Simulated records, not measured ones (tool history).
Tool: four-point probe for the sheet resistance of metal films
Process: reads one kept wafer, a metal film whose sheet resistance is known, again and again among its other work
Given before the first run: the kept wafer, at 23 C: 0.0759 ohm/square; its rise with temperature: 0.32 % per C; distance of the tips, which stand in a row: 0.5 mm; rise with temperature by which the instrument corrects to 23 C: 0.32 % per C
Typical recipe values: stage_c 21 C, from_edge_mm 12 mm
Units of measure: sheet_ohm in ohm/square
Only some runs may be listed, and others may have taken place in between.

{"run": 1, "hour": 0.0, "stage_c": 21, "from_edge_mm": 12, "sheet_ohm": 0.076421}
{"run": 2, "hour": 38.2, "stage_c": 21, "from_edge_mm": 12, "sheet_ohm": 0.076415}
{"run": 3, "hour": 68.1, "stage_c": 21, "from_edge_mm": 4, "sheet_ohm": 0.076999}
{"run": 4, "hour": 121.4, "stage_c": 21, "from_edge_mm": 12, "sheet_ohm": 0.076446}
{"run": 5, "hour": 167.7, "stage_c": 24, "from_edge_mm": 12, "sheet_ohm": 0.076448}
{"run": 6, "hour": 210.1, "stage_c": 24, "from_edge_mm": 12, "sheet_ohm": 0.076452}
{"run": 7, "hour": 251.2, "stage_c": 24, "from_edge_mm": 9, "sheet_ohm": 0.076522}
{"run": 8, "hour": 287.0, "stage_c": 24, "from_edge_mm": 9, "sheet_ohm": 0.076535}
{"run": 9, "hour": 337.0, "stage_c": 24, "from_edge_mm": 9, "sheet_ohm": 0.076543}
{"run": 10, "hour": 390.1, "stage_c": 24, "from_edge_mm": 9, "sheet_ohm": 0.07656}
{"run": 11, "hour": 437.0, "stage_c": 24, "from_edge_mm": 9, "sheet_ohm": 0.076568}
{"run": 12, "hour": 466.0, "stage_c": 24, "from_edge_mm": 9, "sheet_ohm": 0.076576}
{"run": 13, "hour": 505.8, "stage_c": 24, "from_edge_mm": 9, "sheet_ohm": 0.076578}
{"run": 14, "hour": 552.0, "stage_c": 24, "from_edge_mm": 9, "sheet_ohm": 0.076563}
{"run": 15, "hour": 604.3, "stage_c": 24, "from_edge_mm": 9, "sheet_ohm": 0.07658}
{"run": 16, "hour": 662.2, "stage_c": 24, "from_edge_mm": 11, "sheet_ohm": 0.076544}
{"run": 17, "hour": 688.9, "stage_c": 24, "from_edge_mm": 3, "sheet_ohm": 0.077649}
{"run": 18, "hour": 732.7, "stage_c": 21, "from_edge_mm": 12, "sheet_ohm": 0.076547}
{"run": 19, "hour": 766.1, "stage_c": 26, "from_edge_mm": 64, "sheet_ohm": 0.07652}
{"run": 20, "hour": 827.3, "stage_c": 26, "from_edge_mm": 64, "sheet_ohm": 0.07649}
{"run": 21, "hour": 865.5, "stage_c": 25, "from_edge_mm": 16, "sheet_ohm": 0.076571}
{"run": 22, "hour": 898.2, "stage_c": 25, "from_edge_mm": 34, "sheet_ohm": 0.076529}
{"run": 23, "hour": 926.5, "stage_c": 25, "from_edge_mm": 34, "sheet_ohm": 0.076549}
{"run": 24, "hour": 954.1, "stage_c": 25, "from_edge_mm": 34, "sheet_ohm": 0.076554}
{"run": 25, "hour": 1013.8, "stage_c": 25, "from_edge_mm": 19, "sheet_ohm": 0.076562}
{"run": 26, "hour": 1054.2, "stage_c": 30, "from_edge_mm": 51, "sheet_ohm": 0.076546}
{"run": 27, "hour": 1108.2, "stage_c": 25, "from_edge_mm": 7, "sheet_ohm": 0.076781}
{"hour": 1163.4, "done": "new probe head fitted"}
{"run": 28, "hour": 1167.0, "stage_c": 22, "from_edge_mm": 40, "sheet_ohm": 0.075974}
{"run": 29, "hour": 1226.8, "stage_c": 22, "from_edge_mm": 7, "sheet_ohm": 0.076213}
{"run": 30, "hour": 1268.5, "stage_c": 18, "from_edge_mm": 49, "sheet_ohm": 0.075985}
{"run": 31, "hour": 1298.7, "stage_c": 32, "from_edge_mm": 73, "sheet_ohm": 0.076017}
{"run": 32, "hour": 1333.7, "stage_c": 32, "from_edge_mm": 73, "sheet_ohm": 0.076012}
{"run": 33, "hour": 1396.4, "stage_c": 22, "from_edge_mm": 45, "sheet_ohm": 0.076019}
{"run": 34, "hour": 1437.6, "stage_c": 22, "from_edge_mm": 45, "sheet_ohm": 0.075999}
{"run": 35, "hour": 1488.4, "stage_c": 21, "from_edge_mm": 18, "sheet_ohm": 0.076065}

Here are 4 independent what-if runs from the current tool condition. What would each one return?
{"run": "A", "hour": 1523.4, "stage_c": 24, "from_edge_mm": 11, "sheet_ohm": "?"}
{"run": "B", "hour": 1523.4, "stage_c": 30, "from_edge_mm": 4, "sheet_ohm": "?"}
{"run": "C", "hour": 1523.4, "stage_c": 29, "from_edge_mm": 18, "sheet_ohm": "?"}
{"run": "D", "hour": 1523.4, "stage_c": 34, "from_edge_mm": 5, "sheet_ohm": "?"}

run=A sheet_ohm=0.076123
run=B sheet_ohm=0.076696
run=C sheet_ohm=0.076083
run=D sheet_ohm=0.076440
Had the tool no hidden state, the same runs would have come out as:
run=A sheet_ohm=0.075981
run=B sheet_ohm=0.076554
run=C sheet_ohm=0.075942
run=D sheet_ohm=0.076300

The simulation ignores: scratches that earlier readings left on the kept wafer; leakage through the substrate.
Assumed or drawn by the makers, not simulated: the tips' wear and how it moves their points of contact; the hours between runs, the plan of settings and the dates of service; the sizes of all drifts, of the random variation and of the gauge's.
